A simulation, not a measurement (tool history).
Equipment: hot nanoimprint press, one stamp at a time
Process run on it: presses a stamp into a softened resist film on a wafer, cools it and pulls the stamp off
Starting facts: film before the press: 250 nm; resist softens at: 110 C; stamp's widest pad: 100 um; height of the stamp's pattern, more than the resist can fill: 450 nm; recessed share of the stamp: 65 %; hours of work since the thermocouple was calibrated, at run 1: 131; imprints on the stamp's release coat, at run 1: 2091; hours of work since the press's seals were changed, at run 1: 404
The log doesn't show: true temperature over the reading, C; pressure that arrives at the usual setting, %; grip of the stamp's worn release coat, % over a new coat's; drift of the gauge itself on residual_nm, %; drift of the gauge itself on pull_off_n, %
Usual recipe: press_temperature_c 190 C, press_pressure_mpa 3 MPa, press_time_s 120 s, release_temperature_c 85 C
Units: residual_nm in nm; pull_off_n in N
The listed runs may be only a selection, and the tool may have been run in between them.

run   hour  press_temperature_c  press_pressure_mpa  press_time_s  release_temperature_c  hours of work since the thermocouple was calibrated  imprints on the stamp's release coat  hours of work since the press's seals were changed  residual_nm  pull_off_n
  1      0                  190                   3           120                     85                                                  131                                  2091                                                 404        139.1         197
  2   11.2                  191                   3           120                     85                                                  139                                  2148                                                 413        135.9         209
  3   17.4                  200                   3           120                     85                                                  144                                  2180                                                 417          103         208
  4     30                  190                   3           120                     85                                                  153                                  2245                                                 427        139.7         215
  5     42                  190                   3           120                     85                                                  162                                  2306                                                 436        139.9         211
  6   54.7                  190                   3           120                     85                                                  172                                  2372                                                 445        140.2         222
  7   65.9                  190                   3           127                     85                                                  180                                  2430                                                 454        137.2         218
  8   71.6                  190                   3           127                     85                                                  185                                  2459                                                 458        137.2         198
      85.3  -- stamp cleaned and given a new release coat
  9   88.1                  190                   3           127                     85                                                  192                                    14                                                 466        137.2         160
 10  101.3                  190                   3           120                     76                                                  202                                    82                                                 476        139.4         178
 11  114.1                  190                 2.4           120                     85                                                  212                                   148                                                 485        155.9         165
 12  120.8                  190                4.25           120                     85                                                  217                                   183                                                 490        116.5         168
 13    132                  190                4.25           120                     85                                                  225                                   240                                                 499        116.4         171
 14  138.1                  190                4.25           120                     85                                                  230                                   272                                                 503        116.7         169
 15  143.8                  190                   3           120                     85                                                  234                                   301                                                 507        139.9         169
 16  152.2                  190                   3            65                     85                                                  240                                   345                                                 514        164.9         169
 17  160.7                  194                3.39           152                     77                                                  247                                   388                                                 520        107.2         189
 18  170.3                  185                2.17           120                     85                                                  254                                   438                                                 527        183.3         165
 19  177.2                  185                2.17           120                     85                                                  259                                   473                                                 533        183.2         176
 20  183.1                  187                4.06           120                     82                                                  264                                   503                                                 537        131.1         177
 21  196.4                  190                   3           120                     91                                                  274                                   572                                                 547        138.7         159
 22  204.5                  183                   3           120                     91                                                  280                                   613                                                 553        170.5         170
 23  217.6                  181                2.06           237                     81                                                  289                                   681                                                 563        176.8         179
 24  227.7                  181                2.06           237                     81                                                  297                                   732                                                 570          177         179
 25    241                  181                2.85           231                     79                                                  307                                   801                                                 580          156         188
 26  253.3                  181                2.85           231                     79                                                  316                                   864                                                 590        156.5         192
 27  262.9                  190                4.77           145                     80                                                  323                                   913                                                 597        102.4         187
 28  270.5                  190                4.77           145                     80                                                  329                                   953                                                 602        102.1         193
 29  280.3                  197                4.77            98                     80                                                  336                                  1003                                                 610         92.4         185
 30  287.2                  197                4.77            98                     80                                                  342                                  1039                                                 615         92.5         195
 31  295.7                  180                   3            78                     85                                                  348                                  1082                                                 621        199.3         184

The same runs without the tool's hidden state, with the same run-to-run variation:
run  residual_nm  pull_off_n
  1        139.6         156
  2        136.5         164
  3        103.4         163
  4        140.4         168
  5        140.6         163
  6          141         171
  7          138         167
  8          138         151
  9          138         161
 10        140.3         177
 11        157.2         163
 12        116.8         165
 13        116.7         167
 14          117         165
 15          141         164
 16          166         163
 17        107.8         182
 18          185         158
 19        184.9         168
 20        131.8         168
 21          140         150
 22        172.1         159
 23          179         166
 24        179.3         165
 25          158         172
 26        158.5         175
 27        102.7         169
 28        102.4         174
 29         92.5         166
 30         92.6         174
 31          201         163

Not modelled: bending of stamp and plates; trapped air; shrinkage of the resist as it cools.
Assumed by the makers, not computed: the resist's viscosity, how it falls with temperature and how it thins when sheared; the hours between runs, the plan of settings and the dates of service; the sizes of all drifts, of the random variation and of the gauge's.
